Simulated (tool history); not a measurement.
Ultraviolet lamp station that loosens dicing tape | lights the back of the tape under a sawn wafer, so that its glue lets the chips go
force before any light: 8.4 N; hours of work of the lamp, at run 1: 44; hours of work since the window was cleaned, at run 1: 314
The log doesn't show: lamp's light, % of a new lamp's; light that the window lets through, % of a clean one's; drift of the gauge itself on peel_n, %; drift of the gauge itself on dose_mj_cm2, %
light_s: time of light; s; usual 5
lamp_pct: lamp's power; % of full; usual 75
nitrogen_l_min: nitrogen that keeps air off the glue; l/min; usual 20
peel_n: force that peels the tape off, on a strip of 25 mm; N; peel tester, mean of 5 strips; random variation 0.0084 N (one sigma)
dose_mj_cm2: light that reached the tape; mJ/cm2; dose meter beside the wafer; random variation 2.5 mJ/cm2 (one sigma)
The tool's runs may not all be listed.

run   hour  light_s  lamp_pct  nitrogen_l_min  hours of work of the lamp  hours of work since the window was cleaned  peel_n  dose_mj_cm2
  1    0.0        5        75              20                         44                                         314   0.426          273
  2    5.3        5        75              20                         49                                         318   0.425          270
  3   15.5        5        75              20                         57                                         326   0.406          270
  4   21.4        5        75              17                         61                                         331   0.494          269
  5   31.0        5        75              17                         69                                         339   0.501          267
  6   41.9        5        75              20                         78                                         347   0.446          268
  7   48.4        5        75              20                         83                                         353   0.441          273
  8   55.7        5        75              20                         89                                         358   0.445          270
  9   64.5        4        75              20                         96                                         365   0.793          211
 10   69.6        3        75              20                        100                                         370   1.374          163
 11   77.3        3        75              20                        106                                         376   1.351          161
 12   82.1        3        75              20                        110                                         380   1.406          159
 13   86.9        3        75              20                        114                                         383   1.375          159
 14   95.9        5       100              20                        121                                         390   0.212          355
 15  101.7        5        75              20                        126                                         395   0.467          261
 16  111.2        5        75              20                        133                                         403   0.461          259
 17  118.3        3        75              20                        139                                         408   1.394          155
 18  125.0        3        75              20                        144                                         414   1.486          157
 19  132.4        5        75              20                        150                                         420   0.477          263
 20  143.1        5        75              20                        159                                         428   0.460          256
 21  152.9        5        75              20                        167                                         436   0.481          259
 22  161.2        5        75              20                        173                                         443   0.489          258
 23  167.0        5        75              20                        178                                         447   0.488          254
 24  173.5        5        75              20                        183                                         452   0.497          258
 25  183.4        2        80              14                        191                                         460   2.736          109
 26  192.6        5        80              27                        198                                         468   0.342          271
 27  202.9        5        80              27                        206                                         476   0.340          267
 28  211.1        5        83              11                        213                                         482   0.612          279
 29  220.6        5        75              20                        221                                         490   0.510          251
 30  227.5        7        72              15                        226                                         496   0.275          338
 31  238.2        3        71              10                        235                                         504   2.220          140
 32  245.8        3        71              10                        241                                         510   2.271          141
 33  250.6        2        61              10                        245                                         514   4.041           82
 34  258.1        5        84               7                        251                                         520   0.905          283
 35  268.9        4        75              16                        259                                         529   1.015          198
     270.3  -- window cleaned of glue's vapour
 36  279.1        4        75              16                        267                                           7   0.819          228
 37  288.8        9        92              16                        275                                          15   0.050          615
 38  294.4        8        96              26                        279                                          19   0.053          577

Hidden state or all else? Some run-to-run changes of peel_n, split into what the settings, what came in and random variation would give without the hidden state, and what is left for the hidden state (with any gauge scatter that isn't in both results):
Run 24 -> 25: light_s 5 -> 2, lamp_pct 75 -> 80, nitrogen_l_min 20 -> 14. peel_n +2.239 N: hidden state +0.251, all else +1.988.
Run 25 -> 26: light_s 2 -> 5, nitrogen_l_min 14 -> 27. peel_n -2.394 N: hidden state -0.291, all else -2.103.
Run 30 -> 31: light_s 7 -> 3, lamp_pct 72 -> 71, nitrogen_l_min 15 -> 10. peel_n +1.945 N: hidden state +0.328, all else +1.617.
Run 33 -> 34: light_s 2 -> 5, lamp_pct 61 -> 84, nitrogen_l_min 10 -> 7. peel_n -3.136 N: hidden state -0.204, all else -2.932.
